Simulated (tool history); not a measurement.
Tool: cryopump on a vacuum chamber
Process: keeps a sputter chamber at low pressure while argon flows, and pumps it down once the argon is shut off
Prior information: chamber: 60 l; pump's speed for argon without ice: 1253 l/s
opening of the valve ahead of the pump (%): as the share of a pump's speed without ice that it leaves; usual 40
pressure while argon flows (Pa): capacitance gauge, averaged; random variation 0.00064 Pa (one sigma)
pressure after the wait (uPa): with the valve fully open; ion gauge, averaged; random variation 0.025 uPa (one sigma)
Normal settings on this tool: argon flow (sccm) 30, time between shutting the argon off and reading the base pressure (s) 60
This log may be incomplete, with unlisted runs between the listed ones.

run    hour  argon flow (sccm)  time between shutting the argon off and reading the base pressure (s)  opening of the valve ahead of the pump (%)  pressure while argon flows (Pa)  pressure after the wait (uPa)
  1       0                 30                                                                     60                                          40                           0.1129                              2
  2    24.5                 30                                                                     92                                          40                           0.1135                           1.84
  3    46.8                 30                                                                     60                                          28                           0.1561                           2.06
  4    96.7                 30                                                                     60                                          28                           0.1567                           2.07
  5   146.1                 30                                                                     60                                          28                           0.1553                           2.14
  6     182                 30                                                                     60                                          37                           0.1213                           2.14
  7   207.8                 30                                                                     60                                          37                           0.1207                           2.13
  8   255.2                 30                                                                     60                                          37                           0.1225                           2.18
  9   306.1                 30                                                                     60                                          37                           0.1229                           2.21
 10   349.1                 30                                                                     60                                          37                           0.1234                           2.26
 11   377.1                 38                                                                     60                                          37                           0.1562                           2.31
 12   402.6                 38                                                                     60                                          37                           0.1557                           2.33
 13   440.6                 38                                                                     60                                          37                           0.1573                           2.35
 14   482.3                 38                                                                     60                                          37                           0.1568                           2.45
 15   521.7                 30                                                                     37                                          40                           0.1157                           2.98
 16   542.8                 30                                                                     37                                          40                           0.1164                           2.83
 17   572.8                 30                                                                     37                                          40                           0.1167                           2.84
 18   608.9                 40                                                                    222                                          18                           0.3196                           1.94
 19   638.7                 30                                                                    230                                          20                           0.2191                           1.93
 20   669.2                 18                                                                     32                                          57                           0.0533                           3.11
 21     695                 21                                                                     32                                          57                           0.0624                           3.22
 22     740                 13                                                                     26                                          19                           0.1006                           3.52
 23   766.3                 13                                                                     26                                          19                           0.0994                           3.58
 24   789.9                 12                                                                     31                                          28                           0.0652                           3.33
 25   811.9                 18                                                                     72                                          28                           0.0969                           2.49
 26   837.7                 56                                                                     37                                          20                           0.4107                           3.11
 27   886.7                 56                                                                     37                                          20                           0.4128                           3.18
      906.6  -- pump warmed up, emptied and cooled again
 28     933                 24                                                                     37                                          20                           0.1624                           2.62
 29     958                 24                                                                     37                                          20                           0.1639                           2.62
 30  1004.7                 30                                                                     26                                          40                           0.1021                           3.04
 31    1035                 20                                                                    216                                          36                           0.0755                            1.7
 32  1075.3                 30                                                                     31                                          17                           0.2398                           2.93
 33  1115.5                 14                                                                     60                                          36                           0.0528                           2.27

Forecast each of these 5 alternatives for the next run:
  A  1147.3                 43                                                                     60                                          38                                ?                              ?
  B  1147.3                 44                                                                     60                                          29                                ?                              ?
  C  1147.3                 26                                                                     34                                          15                                ?                              ?
  D  1147.3                 37                                                                     32                                          28                                ?                              ?
  E  1147.3                 25                                                                     29                                          33                                ?                              ?

run  pressure while argon flows (Pa)  pressure after the wait (uPa)
  A                           0.1547                            2.2
  B                           0.2073                           2.28
  C                            0.235                           2.85
  D                            0.181                           2.92
  E                           0.1049                           3.07
Take away the tool's hidden state, keep each run's random variation, and the runs would have read:
run  pressure while argon flows (Pa)  pressure after the wait (uPa)
  A                           0.1522                           0.97
  B                           0.2047                              1
  C                           0.2335                           1.58
  D                           0.1788                           1.64
  E                           0.1035                            1.8
